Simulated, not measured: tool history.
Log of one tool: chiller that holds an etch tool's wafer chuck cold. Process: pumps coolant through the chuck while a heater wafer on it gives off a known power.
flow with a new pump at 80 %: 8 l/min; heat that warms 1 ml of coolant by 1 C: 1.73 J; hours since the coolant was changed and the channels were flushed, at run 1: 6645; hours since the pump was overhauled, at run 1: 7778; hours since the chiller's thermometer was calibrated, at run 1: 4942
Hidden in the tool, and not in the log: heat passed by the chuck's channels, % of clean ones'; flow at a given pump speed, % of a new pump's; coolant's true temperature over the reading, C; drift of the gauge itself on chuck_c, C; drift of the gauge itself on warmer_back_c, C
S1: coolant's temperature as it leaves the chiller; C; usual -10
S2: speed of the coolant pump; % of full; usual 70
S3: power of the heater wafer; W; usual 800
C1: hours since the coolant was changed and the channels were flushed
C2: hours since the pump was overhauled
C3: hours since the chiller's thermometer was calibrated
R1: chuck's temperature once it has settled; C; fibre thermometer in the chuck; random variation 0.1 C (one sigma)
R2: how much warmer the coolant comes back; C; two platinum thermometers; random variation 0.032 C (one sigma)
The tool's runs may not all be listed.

{"run": 1, "hour": 0.0, "S1": -10, "S2": 70, "S3": 800, "C1": 6645, "C2": 7778, "C3": 4942, "R1": -0.6, "R2": 4.57}
{"run": 2, "hour": 87.5, "S1": -10, "S2": 70, "S3": 800, "C1": 6733, "C2": 7865, "C3": 5030, "R1": -0.6, "R2": 4.63}
{"run": 3, "hour": 289.1, "S1": -7, "S2": 70, "S3": 800, "C1": 6934, "C2": 8067, "C3": 5231, "R1": 2.6, "R2": 4.61}
{"run": 4, "hour": 460.9, "S1": -7, "S2": 70, "S3": 800, "C1": 7106, "C2": 8239, "C3": 5403, "R1": 2.6, "R2": 4.62}
{"run": 5, "hour": 617.8, "S1": -10, "S2": 70, "S3": 800, "C1": 7263, "C2": 8396, "C3": 5560, "R1": -0.2, "R2": 4.64}
{"hour": 630.0, "done": "chiller's thermometer calibrated"}
{"run": 6, "hour": 803.5, "S1": -10, "S2": 70, "S3": 800, "C1": 7448, "C2": 8580, "C3": 173, "R1": -0.8, "R2": 4.59}
{"run": 7, "hour": 972.9, "S1": -10, "S2": 70, "S3": 1157, "C1": 7617, "C2": 8750, "C3": 343, "R1": 3, "R2": 6.74}
{"hour": 1006.3, "done": "coolant changed, channels flushed"}
{"run": 8, "hour": 1128.1, "S1": -10, "S2": 70, "S3": 1157, "C1": 122, "C2": 8899, "C3": 492, "R1": 2.1, "R2": 6.73}
{"run": 9, "hour": 1266.2, "S1": -10, "S2": 70, "S3": 1157, "C1": 260, "C2": 9037, "C3": 630, "R1": 2.3, "R2": 6.75}
{"run": 10, "hour": 1427.9, "S1": -10, "S2": 70, "S3": 400, "C1": 422, "C2": 9199, "C3": 792, "R1": -5.8, "R2": 2.31}
{"run": 11, "hour": 1520.3, "S1": -10, "S2": 70, "S3": 400, "C1": 514, "C2": 9291, "C3": 884, "R1": -5.8, "R2": 2.32}
{"run": 12, "hour": 1659.0, "S1": -10, "S2": 70, "S3": 452, "C1": 653, "C2": 9430, "C3": 1023, "R1": -5.1, "R2": 2.64}
{"run": 13, "hour": 1813.0, "S1": -10, "S2": 70, "S3": 947, "C1": 807, "C2": 9584, "C3": 1177, "R1": 0.1, "R2": 5.64}
{"run": 14, "hour": 2014.1, "S1": -10, "S2": 70, "S3": 800, "C1": 1008, "C2": 9785, "C3": 1378, "R1": -1.3, "R2": 4.72}
{"run": 15, "hour": 2190.3, "S1": -10, "S2": 70, "S3": 800, "C1": 1184, "C2": 9961, "C3": 1554, "R1": -1.3, "R2": 4.77}
{"run": 16, "hour": 2302.3, "S1": -10, "S2": 66, "S3": 800, "C1": 1296, "C2": 10073, "C3": 1666, "R1": -0.8, "R2": 5.07}
{"run": 17, "hour": 2398.3, "S1": -10, "S2": 72, "S3": 800, "C1": 1392, "C2": 10169, "C3": 1762, "R1": -1.4, "R2": 4.62}
{"run": 18, "hour": 2515.5, "S1": -10, "S2": 72, "S3": 800, "C1": 1509, "C2": 10286, "C3": 1879, "R1": -1.3, "R2": 4.66}

The next listed run, before its measurement:
{"run": 19, "hour": 2600.8, "S1": -18, "S2": 73, "S3": 800, "C1": 1594, "C2": 10372, "C3": 1965, "R1": "?", "R2": "?"}

{"run 19": {"R1": -9.4, "R2": 4.57}}
Without the tool's hidden state the same run would have given R1 -10.6 C, R2 3.79 C.
